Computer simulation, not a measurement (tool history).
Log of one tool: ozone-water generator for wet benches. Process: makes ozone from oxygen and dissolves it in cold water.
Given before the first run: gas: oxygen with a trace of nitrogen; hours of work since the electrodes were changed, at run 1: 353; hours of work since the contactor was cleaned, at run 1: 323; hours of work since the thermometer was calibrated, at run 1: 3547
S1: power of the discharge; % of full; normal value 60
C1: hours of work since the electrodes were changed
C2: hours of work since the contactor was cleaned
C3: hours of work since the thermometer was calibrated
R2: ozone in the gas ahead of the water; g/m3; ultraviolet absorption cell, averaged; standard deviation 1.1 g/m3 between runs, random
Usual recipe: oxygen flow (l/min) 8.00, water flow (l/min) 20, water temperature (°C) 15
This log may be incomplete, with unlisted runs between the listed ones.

Run 1, hour 0.0: usual settings; C1 353; C2 323; C3 3547. Result: dissolved ozone (ppm) 22.0, R2 185.3 g/m3.
Run 2, hour 35.0: usual settings; C1 381; C2 350; C3 3574. Result: dissolved ozone (ppm) 22.1, R2 185.0 g/m3.
Run 3, hour 77.7: usual settings but S1 61 % of full; C1 414; C2 383; C3 3608. Result: dissolved ozone (ppm) 22.4, R2 187.3 g/m3.
Run 4, hour 98.8: usual settings but water flow (l/min) 22; C1 431; C2 400; C3 3624. Result: dissolved ozone (ppm) 20.7, R2 186.2 g/m3.
Run 5, hour 131.5: usual settings but water flow (l/min) 22; C1 457; C2 426; C3 3650. Result: dissolved ozone (ppm) 20.6, R2 184.4 g/m3.
Run 6, hour 168.1: usual settings but water flow (l/min) 22; C1 485; C2 454; C3 3678. Result: dissolved ozone (ppm) 20.7, R2 184.7 g/m3.
Run 7, hour 198.9: usual settings but water flow (l/min) 22; C1 509; C2 478; C3 3703. Result: dissolved ozone (ppm) 20.8, R2 183.4 g/m3.
Run 8, hour 228.8: usual settings but S1 52 % of full; C1 533; C2 502; C3 3726. Result: dissolved ozone (ppm) 20.1, R2 166.0 g/m3.
Run 9, hour 267.9: usual settings but S1 52 % of full; C1 563; C2 532; C3 3757. Result: dissolved ozone (ppm) 20.0, R2 165.4 g/m3.
Run 10, hour 308.7: usual settings but S1 52 % of full; C1 595; C2 564; C3 3789. Result: dissolved ozone (ppm) 19.9, R2 165.6 g/m3.
Run 11, hour 337.2: usual settings but S1 52 % of full; C1 618; C2 587; C3 3811. Result: dissolved ozone (ppm) 19.7, R2 162.6 g/m3.
Run 12, hour 363.2: usual settings but S1 52 % of full; C1 638; C2 607; C3 3831. Result: dissolved ozone (ppm) 19.6, R2 164.8 g/m3.
Run 13, hour 406.9: usual settings but S1 52 % of full; C1 672; C2 641; C3 3866. Result: dissolved ozone (ppm) 19.7, R2 162.9 g/m3.
Run 14, hour 441.7: usual settings; C1 700; C2 669; C3 3893. Result: dissolved ozone (ppm) 21.9, R2 181.1 g/m3.
Run 15, hour 473.0: usual settings; C1 724; C2 693; C3 3917. Result: dissolved ozone (ppm) 21.9, R2 183.5 g/m3.
Run 16, hour 516.4: usual settings but S1 72 % of full; C1 758; C2 727; C3 3951. Result: dissolved ozone (ppm) 25.7, R2 208.3 g/m3.
Run 17, hour 538.6: usual settings but S1 72 % of full; C1 775; C2 744; C3 3969. Result: dissolved ozone (ppm) 25.0, R2 210.7 g/m3.
Run 18, hour 563.2: usual settings but oxygen flow (l/min) 5.72, water temperature (°C) 9; C1 795; C2 764; C3 3988. Result: dissolved ozone (ppm) 22.6, R2 201.5 g/m3.
Run 19, hour 594.8: usual settings but S1 49 % of full, water flow (l/min) 22; C1 819; C2 789; C3 4013. Result: dissolved ozone (ppm) 17.7, R2 156.1 g/m3.
Run 20, hour 629.7: usual settings but S1 50 % of full, oxygen flow (l/min) 8.46, water flow (l/min) 14, water temperature (°C) 17; C1 847; C2 816; C3 4040. Result: dissolved ozone (ppm) 23.4, R2 156.2 g/m3.
Run 21, hour 663.4: usual settings but S1 41 % of full, water flow (l/min) 22, water temperature (°C) 19; C1 873; C2 842; C3 4066. Result: dissolved ozone (ppm) 14.7, R2 135.5 g/m3.
Run 22, hour 697.9: usual settings but S1 41 % of full, water flow (l/min) 22, water temperature (°C) 19; C1 900; C2 869; C3 4093. Result: dissolved ozone (ppm) 14.5, R2 135.2 g/m3.
At hour 706.0: gauge calibrated.
Run 23, hour 738.7: usual settings but S1 41 % of full, water flow (l/min) 22, water temperature (°C) 19; C1 932; C2 901; C3 4125. Result: dissolved ozone (ppm) 14.6, R2 139.5 g/m3.
Run 24, hour 766.5: usual settings but S1 92 % of full, water flow (l/min) 15; C1 954; C2 923; C3 4147. Result: dissolved ozone (ppm) 37.2, R2 255.9 g/m3.
Run 25, hour 793.0: usual settings but S1 92 % of full, water flow (l/min) 15; C1 975; C2 944; C3 4168. Result: dissolved ozone (ppm) 37.0, R2 256.1 g/m3.
Run 26, hour 818.2: usual settings but S1 92 % of full, water flow (l/min) 15; C1 994; C2 964; C3 4188. Result: dissolved ozone (ppm) 37.2, R2 255.2 g/m3.
Run 27, hour 856.6: usual settings but S1 92 % of full, oxygen flow (l/min) 8.68, water flow (l/min) 29; C1 1025; C2 994; C3 4218. Result: dissolved ozone (ppm) 23.5, R2 245.5 g/m3.
Run 28, hour 895.2: usual settings but S1 92 % of full, oxygen flow (l/min) 8.68, water flow (l/min) 29; C1 1055; C2 1024; C3 4248. Result: dissolved ozone (ppm) 23.5, R2 248.7 g/m3.
Run 29, hour 919.8: usual settings but S1 79 % of full, oxygen flow (l/min) 13.69, water flow (l/min) 29; C1 1074; C2 1043; C3 4267. Result: dissolved ozone (ppm) 22.5, R2 191.4 g/m3.

Predict each of these 4 candidate next runs independently; none follows another, all start after run 29:
Run A, hour 957.6: usual settings but S1 79 % of full, oxygen flow (l/min) 13.69, water flow (l/min) 29; C1 1104; C2 1073; C3 4297. Result: dissolved ozone (ppm) ?, R2 ?.
Run B, hour 957.6: usual settings but S1 50 % of full, oxygen flow (l/min) 13.69, water flow (l/min) 29, water temperature (°C) 10; C1 1104; C2 1073; C3 4297. Result: dissolved ozone (ppm) ?, R2 ?.
Run C, hour 957.6: usual settings but S1 79 % of full, oxygen flow (l/min) 9.74, water flow (l/min) 13; C1 1104; C2 1073; C3 4297. Result: dissolved ozone (ppm) ?, R2 ?.
Run D, hour 957.6: usual settings but S1 42 % of full, oxygen flow (l/min) 13.69, water flow (l/min) 29, water temperature (°C) 13; C1 1104; C2 1073; C3 4297. Result: dissolved ozone (ppm) ?, R2 ?.

run  dissolved ozone (ppm)     R2
  A                   22.2  191.0
  B                   17.3  136.1
  C                   36.4  211.8
  D                   14.4  116.5
Without the tool's unlogged condition, the same runs would have read:
run  dissolved ozone (ppm)     R2
  A                   22.2  193.1
  B                   17.3  137.5
  C                   36.4  214.1
  D                   14.4  117.7
